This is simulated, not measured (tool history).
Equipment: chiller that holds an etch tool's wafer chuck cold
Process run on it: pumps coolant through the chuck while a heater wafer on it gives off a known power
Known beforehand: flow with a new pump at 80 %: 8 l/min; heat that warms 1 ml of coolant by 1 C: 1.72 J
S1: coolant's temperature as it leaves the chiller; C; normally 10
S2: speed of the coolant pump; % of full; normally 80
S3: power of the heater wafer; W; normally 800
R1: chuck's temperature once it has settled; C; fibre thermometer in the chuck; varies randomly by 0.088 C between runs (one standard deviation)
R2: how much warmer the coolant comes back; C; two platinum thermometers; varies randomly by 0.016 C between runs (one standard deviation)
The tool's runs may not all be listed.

run	hour	S1	S2	S3	R1	R2
1	0.0	10	80	800	16.41	3.64
2	33.9	10	80	800	16.54	3.63
3	58.8	10	80	484	14.09	2.21
4	86.9	10	80	484	14.18	2.24
5	106.1	20	80	800	26.47	3.64
6	138.6	20	80	800	26.57	3.67
7	172.4	20	80	800	26.55	3.65
8	190.6	20	80	800	26.59	3.64
9	217.8	10	80	800	16.55	3.68
10	255.2	10	80	800	16.69	3.64
11	276.4	10	80	800	16.46	3.68
# hour 283.7: coolant pump overhauled
12	315.1	10	80	944	17.80	4.38
13	347.4	10	80	800	16.55	3.69
14	372.9	10	80	780	16.61	3.61
15	405.0	10	80	780	16.54	3.63
16	441.2	10	80	780	16.63	3.65
17	483.9	8	97	499	11.80	1.87
18	524.6	8	97	499	11.75	1.84
# hour 539.2: coolant pump overhauled, once more
19	561.5	10	64	545	15.56	3.09
20	598.2	18	64	592	23.88	3.35
21	624.3	18	64	592	23.89	3.33
22	646.2	11	63	800	18.82	4.62
23	677.2	10	63	800	18.02	4.58
24	702.3	10	63	745	17.40	4.29
25	730.9	10	63	745	17.49	4.30
26	754.6	19	76	543	23.93	2.55
27	790.4	19	76	543	23.68	2.53
28	820.4	10	74	448	14.23	2.15
29	847.3	9	79	439	12.89	1.95
30	865.3	17	64	410	21.34	2.34
31	898.7	17	64	410	21.40	2.35

Consider 4 possible next runs. They are alternatives, not a sequence: every one starts from the tool as it was left by run 31. What does each give?
A	937.3	10	80	428	?	?
B	937.3	12	80	800	?	?
C	937.3	16	93	702	?	?
D	937.3	19	80	800	?	?

run	R1	R2
A	13.75	1.91
B	18.76	3.53
C	21.40	2.65
D	25.57	3.54
Without the tool's unlogged condition, the same runs would have read:
run	R1	R2
A	13.01	1.89
B	17.87	3.49
C	20.58	2.61
D	24.69	3.49
